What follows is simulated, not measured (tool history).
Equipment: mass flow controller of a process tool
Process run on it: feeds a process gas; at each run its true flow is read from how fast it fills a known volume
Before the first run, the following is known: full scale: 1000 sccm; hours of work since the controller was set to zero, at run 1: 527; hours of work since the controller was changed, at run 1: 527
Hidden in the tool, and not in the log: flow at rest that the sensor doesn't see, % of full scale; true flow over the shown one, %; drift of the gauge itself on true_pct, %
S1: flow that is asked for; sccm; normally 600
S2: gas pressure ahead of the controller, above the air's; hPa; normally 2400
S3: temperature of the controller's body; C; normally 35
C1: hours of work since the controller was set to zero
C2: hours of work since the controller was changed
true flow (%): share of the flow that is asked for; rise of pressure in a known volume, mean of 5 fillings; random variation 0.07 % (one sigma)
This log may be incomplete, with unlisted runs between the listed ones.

{"run": 1, "hour": 0.0, "S1": 600, "S2": 2400, "S3": 35, "C1": 527, "C2": 527, "true flow (%)": 98.0}
{"run": 2, "hour": 278.6, "S1": 600, "S2": 2400, "S3": 35, "C1": 634, "C2": 634, "true flow (%)": 98.19}
{"run": 3, "hour": 456.3, "S1": 600, "S2": 2400, "S3": 35, "C1": 702, "C2": 702, "true flow (%)": 97.99}
{"run": 4, "hour": 720.8, "S1": 600, "S2": 2400, "S3": 39, "C1": 804, "C2": 804, "true flow (%)": 97.39}
{"run": 5, "hour": 1043.3, "S1": 600, "S2": 2400, "S3": 39, "C1": 928, "C2": 928, "true flow (%)": 97.48}
{"run": 6, "hour": 1237.4, "S1": 123, "S2": 2400, "S3": 35, "C1": 1002, "C2": 1002, "true flow (%)": 95.61}
{"run": 7, "hour": 1518.9, "S1": 328, "S2": 2400, "S3": 35, "C1": 1111, "C2": 1111, "true flow (%)": 96.94}
{"run": 8, "hour": 1809.7, "S1": 328, "S2": 2400, "S3": 35, "C1": 1222, "C2": 1222, "true flow (%)": 96.83}
{"run": 9, "hour": 1984.8, "S1": 600, "S2": 2400, "S3": 35, "C1": 1290, "C2": 1290, "true flow (%)": 97.96}
{"run": 10, "hour": 2348.1, "S1": 600, "S2": 2740, "S3": 35, "C1": 1429, "C2": 1429, "true flow (%)": 98.1}
{"run": 11, "hour": 2694.3, "S1": 600, "S2": 2740, "S3": 35, "C1": 1562, "C2": 1562, "true flow (%)": 97.95}
{"run": 12, "hour": 3055.2, "S1": 600, "S2": 2400, "S3": 35, "C1": 1701, "C2": 1701, "true flow (%)": 97.63}
{"run": 13, "hour": 3345.5, "S1": 600, "S2": 2400, "S3": 35, "C1": 1813, "C2": 1813, "true flow (%)": 97.57}
{"run": 14, "hour": 3583.2, "S1": 600, "S2": 2400, "S3": 35, "C1": 1904, "C2": 1904, "true flow (%)": 97.53}
{"run": 15, "hour": 3751.3, "S1": 600, "S2": 2400, "S3": 35, "C1": 1969, "C2": 1969, "true flow (%)": 97.55}
{"run": 16, "hour": 3997.4, "S1": 600, "S2": 2400, "S3": 35, "C1": 2063, "C2": 2063, "true flow (%)": 97.51}
{"run": 17, "hour": 4342.7, "S1": 585, "S2": 1780, "S3": 35, "C1": 2196, "C2": 2196, "true flow (%)": 96.96}
{"run": 18, "hour": 4700.6, "S1": 585, "S2": 1780, "S3": 35, "C1": 2334, "C2": 2334, "true flow (%)": 96.75}
{"run": 19, "hour": 5000.3, "S1": 585, "S2": 1780, "S3": 35, "C1": 2449, "C2": 2449, "true flow (%)": 96.81}
{"run": 20, "hour": 5167.4, "S1": 585, "S2": 1780, "S3": 35, "C1": 2513, "C2": 2513, "true flow (%)": 96.75}
{"run": 21, "hour": 5473.4, "S1": 585, "S2": 1780, "S3": 35, "C1": 2631, "C2": 2631, "true flow (%)": 96.68}
{"run": 22, "hour": 5667.4, "S1": 122, "S2": 2400, "S3": 38, "C1": 2705, "C2": 2705, "true flow (%)": 93.16}
{"run": 23, "hour": 5830.3, "S1": 461, "S2": 1630, "S3": 23, "C1": 2768, "C2": 2768, "true flow (%)": 97.38}
{"run": 24, "hour": 6012.8, "S1": 250, "S2": 2400, "S3": 35, "C1": 2838, "C2": 2838, "true flow (%)": 95.3}
{"run": 25, "hour": 6358.5, "S1": 250, "S2": 2400, "S3": 35, "C1": 2971, "C2": 2971, "true flow (%)": 95.22}
{"run": 26, "hour": 6549.1, "S1": 250, "S2": 2400, "S3": 35, "C1": 3044, "C2": 3044, "true flow (%)": 95.27}
{"run": 27, "hour": 6853.1, "S1": 381, "S2": 1570, "S3": 31, "C1": 3161, "C2": 3161, "true flow (%)": 95.87}
{"run": 28, "hour": 7218.8, "S1": 381, "S2": 1570, "S3": 31, "C1": 3302, "C2": 3302, "true flow (%)": 95.77}
{"run": 29, "hour": 7573.7, "S1": 222, "S2": 1570, "S3": 33, "C1": 3438, "C2": 3438, "true flow (%)": 94.21}
{"run": 30, "hour": 7807.6, "S1": 932, "S2": 1730, "S3": 23, "C1": 3528, "C2": 3528, "true flow (%)": 99.01}
{"run": 31, "hour": 7976.8, "S1": 191, "S2": 2050, "S3": 30, "C1": 3593, "C2": 3593, "true flow (%)": 94.43}

For some of the steps in true flow (%) from one run to the next: how much would appear even if the tool had no hidden state, given the settings, what came in and random variation, and how much remains for the hidden state plus any gauge scatter that the measured result and the result without hidden state don't share?
Run 21 -> 22: S1 585 -> 122, S2 1780 -> 2400, S3 35 -> 38. true flow (%) -3.52: hidden state -2.46, all else -1.06.
Run 22 -> 23: S1 122 -> 461, S2 2400 -> 1630, S3 38 -> 23. true flow (%) +4.22: hidden state +2.23, all else +1.99.
Run 29 -> 30: S1 222 -> 932, S2 1570 -> 1730, S3 33 -> 23. true flow (%) +4.80: hidden state +1.57, all else +3.23.
Run 30 -> 31: S1 932 -> 191, S2 1730 -> 2050, S3 23 -> 30. true flow (%) -4.58: hidden state -2.04, all else -2.54.
